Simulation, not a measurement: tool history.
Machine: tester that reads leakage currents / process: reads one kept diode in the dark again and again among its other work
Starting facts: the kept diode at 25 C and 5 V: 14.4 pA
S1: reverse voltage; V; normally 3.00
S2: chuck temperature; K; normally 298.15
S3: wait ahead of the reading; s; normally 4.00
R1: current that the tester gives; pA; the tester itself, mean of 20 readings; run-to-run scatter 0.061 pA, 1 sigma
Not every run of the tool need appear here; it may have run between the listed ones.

run,day,S1,S2,S3,R1
1,0.000,3.00,298.15,4.00,11.74
# day 1.467: chuck's temperature calibrated
2,2.433,3.00,298.15,4.00,11.65
3,3.679,14.32,298.15,4.00,24.63
4,6.212,2.05,298.15,4.00,9.79
5,7.408,3.00,305.15,4.00,19.46
6,9.029,3.00,298.15,4.00,11.50
7,10.708,3.00,298.15,4.00,11.57
8,13.008,3.00,298.15,4.00,11.76
9,15.425,3.00,311.15,4.00,30.08
10,16.671,3.00,311.15,4.00,30.17
11,18.388,3.00,315.15,4.00,40.14
12,21.129,3.00,296.15,4.00,9.96
13,23.096,3.00,296.15,4.00,9.96
14,24.708,3.22,298.15,4.00,11.96
15,26.729,3.00,298.15,0.96,12.28
16,28.721,3.00,300.15,0.96,14.19
17,29.879,3.00,300.15,0.96,14.25
# day 31.517: chuck's temperature calibrated
18,31.758,3.00,300.15,7.77,13.35
19,33.838,3.00,300.15,7.77,13.46
20,35.988,3.00,298.15,4.00,11.63
21,38.371,3.00,298.15,9.11,11.52
22,39.546,3.00,327.15,7.48,88.87
23,41.646,19.20,327.15,7.48,209.68
24,43.529,19.20,327.15,7.48,210.15
25,45.812,14.03,294.15,4.00,18.01
26,47.192,14.03,294.15,4.00,18.18
27,48.721,14.03,329.15,4.00,207.32
28,51.254,12.92,329.15,4.87,198.59
29,53.129,1.74,298.15,0.42,9.92
30,55.842,1.74,298.15,0.42,10.02
31,57.329,3.00,298.15,0.40,13.49
32,59.588,3.00,298.15,8.53,11.43
33,60.975,3.00,298.15,0.75,12.54
# day 61.500: chuck's temperature calibrated
34,62.458,3.00,299.15,4.00,12.44
35,63.900,1.74,313.15,0.55,27.61
36,66.242,16.15,313.15,0.72,80.77
37,67.538,16.15,313.15,0.72,81.23
38,69.621,16.15,326.15,1.56,182.96
39,72.083,11.42,316.15,0.79,82.69

5 ways to go on from here, each from the tool as it stands after run 39. What would each give?
A,73.233,7.19,312.15,0.72,?
B,73.233,2.64,316.15,0.79,?
C,73.233,11.42,295.15,5.84,?
D,73.233,3.00,298.15,0.89,?
E,73.233,3.00,298.15,6.58,?

run,R1
A,50.84
B,40.89
C,17.46
D,12.35
E,11.62
Stripped of hidden state, with their random variation kept, the same runs would have yielded:
run,R1
A,50.82
B,40.88
C,17.43
D,12.34
E,11.61
